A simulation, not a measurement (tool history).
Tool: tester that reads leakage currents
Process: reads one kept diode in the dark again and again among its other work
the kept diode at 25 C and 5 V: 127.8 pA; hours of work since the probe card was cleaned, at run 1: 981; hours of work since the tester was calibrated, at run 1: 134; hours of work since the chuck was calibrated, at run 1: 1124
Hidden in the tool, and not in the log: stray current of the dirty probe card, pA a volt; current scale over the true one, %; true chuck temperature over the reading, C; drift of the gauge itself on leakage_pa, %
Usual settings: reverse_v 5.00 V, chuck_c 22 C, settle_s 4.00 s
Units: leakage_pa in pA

run	hour	reverse_v	chuck_c	settle_s	hours of work since the probe card was cleaned	hours of work since the tester was calibrated	hours of work since the chuck was calibrated	leakage_pa
1	0.0	5.00	22	4.00	981	134	1124	101.30
2	32.0	5.00	22	4.00	996	149	1139	101.50
3	78.5	5.00	22	4.00	1018	171	1160	101.31
4	125.1	5.00	22	4.00	1040	193	1182	100.95
5	155.6	5.00	22	4.00	1054	207	1196	101.39
6	200.8	5.00	22	4.00	1075	228	1217	101.21

The next listed run, before its measurement:
7	230.3	7.75	22	1.14	1089	242	1231	?

{"run 7": {"leakage_pa": 118.89}}
Without the tool's hidden state the same run would have given leakage_pa 118.82 pA.
